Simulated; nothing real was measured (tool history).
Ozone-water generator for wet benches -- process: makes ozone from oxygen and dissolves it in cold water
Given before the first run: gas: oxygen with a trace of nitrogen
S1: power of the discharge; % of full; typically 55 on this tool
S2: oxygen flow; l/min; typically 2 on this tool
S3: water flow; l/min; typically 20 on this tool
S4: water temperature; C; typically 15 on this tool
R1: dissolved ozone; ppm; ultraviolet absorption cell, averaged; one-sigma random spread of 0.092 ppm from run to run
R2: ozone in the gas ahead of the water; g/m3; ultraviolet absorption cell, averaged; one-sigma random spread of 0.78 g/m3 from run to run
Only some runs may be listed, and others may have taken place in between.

run    hour  S1    S2  S3  S4     R1     R2
  1       0  55     2  20  15   7.79  121.2
  2   188.2  55     2  20  15   7.84    120
  3   355.9  55     2  20  15   7.75  121.5
  4   457.3  55     2  20  21   7.48  121.2
  5   543.9  55     2  20  15   7.72    121
  6   713.8  84     2  20  15  11.05  168.1
  7   840.3  55     2  20  15   8.04    122
  8  1020.9  55     2  20  15   7.75  120.2
  9  1143.3  55     2  20  15   7.77  121.7
 10  1337.6  55     2  20  15   7.84  122.1
 11  1455.8  55     2  20  15   7.69  119.8
 12  1628.4  81     2  20  15  10.65  163.4
 13  1819.5  49     2  20  15   7.11  110.7
 14  1974.1  49     2  20  15   7.21  109.7
 15    2119  49     2  20  15   7.03  109.3
 16  2253.8  55     2  20  15   7.91  120.6
 17  2376.7  55     2  20  15   7.69  120.7
 18  2463.1  40     2  20  14   6.29     94
 19  2632.2  90   1.1  29  16   6.23  236.4
 20  2769.4  55  3.13  20  15   9.04   97.7
 21  2959.9  80  1.73  20  15  10.22  171.9
 22  3119.2  51     2  20  22   6.95  113.7
 23  3284.5  55     2  20  22   7.25  121.5
 24  3437.1  55  1.02  20  22   5.71  163.5
 25  3606.9  55  1.06  20  15   6.17  162.8
 26  3754.8  55     2  20  11    7.9  119.4
 27  3850.8  55   2.1  19  15    8.2  117.8
 28  4046.5  55   2.1  19  15   8.18  117.8
 29  4211.9  45   2.1  26  15   5.42    100
 30  4307.2  45   2.1  26  15   5.24  101.3
 31  4464.2  90     2  27  15   8.55  178.7
 32  4630.9  90     2  27  15    8.4  179.4
 33  4776.2  53     2  20  14   7.76  116.7

Taken out of this log: 3 entries between the listed runs. Where each belongs, and how the hidden state differs across it:
Run 3 -> run 4: water thermometer calibrated (hour 373.7)
  no difference in the tool's unlogged condition between these two runs
Run 14 -> run 15: electrodes of the discharge changed (hour 2082.6)
  yield of the discharge, % of new electrodes': 99.7 -> 100
Run 18 -> run 19: contactor cleaned (hour 2476.5)
  contactor's efficiency, % of a clean one's: 99.8 -> 100

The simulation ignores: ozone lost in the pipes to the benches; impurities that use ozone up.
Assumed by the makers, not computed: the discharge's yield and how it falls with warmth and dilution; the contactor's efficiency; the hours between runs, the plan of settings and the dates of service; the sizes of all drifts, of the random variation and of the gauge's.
